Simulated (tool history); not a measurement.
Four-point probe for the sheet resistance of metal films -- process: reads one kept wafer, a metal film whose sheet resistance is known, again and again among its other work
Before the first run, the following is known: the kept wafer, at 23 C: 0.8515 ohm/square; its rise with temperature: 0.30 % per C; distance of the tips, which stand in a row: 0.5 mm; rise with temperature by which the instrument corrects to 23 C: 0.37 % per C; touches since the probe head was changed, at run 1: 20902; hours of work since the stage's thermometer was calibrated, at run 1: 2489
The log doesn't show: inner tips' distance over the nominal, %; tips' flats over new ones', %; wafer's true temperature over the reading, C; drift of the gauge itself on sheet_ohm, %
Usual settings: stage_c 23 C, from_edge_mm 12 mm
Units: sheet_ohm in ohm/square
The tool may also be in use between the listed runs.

run    hour  stage_c  from_edge_mm  touches since the probe head was changed  hours of work since the stage's thermometer was calibrated  sheet_ohm
  1     0.0       23            12                                     20902                                                        2489   0.857736
  2    81.4       23            12                                     21752                                                        2524   0.857784
  3   153.5       23            12                                     22504                                                        2556   0.857957
      174.5  -- stage's thermometer calibrated
  4   221.9       23            12                                     23213                                                          21   0.856740
  5   258.2       23            12                                     23592                                                          36   0.857316
  6   314.5       23            11                                     24180                                                          61   0.856757
  7   395.5       23            12                                     25026                                                          96   0.856974
  8   434.2       23            12                                     25430                                                         113   0.857063
  9   472.4       23            12                                     25828                                                         129   0.857387
 10   507.3       23            12                                     26192                                                         145   0.857490
 11   576.8       23            12                                     26918                                                         175   0.857172
 12   656.1       23            12                                     27746                                                         209   0.857471
 13   702.8       23            12                                     28233                                                         230   0.857143
 14   748.2       23            12                                     28708                                                         249   0.857512
 15   795.3       22            12                                     29200                                                         270   0.857922
 16   852.8       23            34                                     29799                                                         295   0.856943
 17   915.7       24             6                                     30455                                                         322   0.859366
 18   954.6       22             6                                     30862                                                         339   0.860900
 19  1037.9       34            12                                     31731                                                         375   0.851608

What does the tool deliver on the next run?
 20  1097.7       25            12                                     32356                                                         401          ?

sheet_ohm: 0.856865 ohm/square
Minus the tool's unlogged condition, the same run would have read sheet_ohm 0.851254 ohm/square.
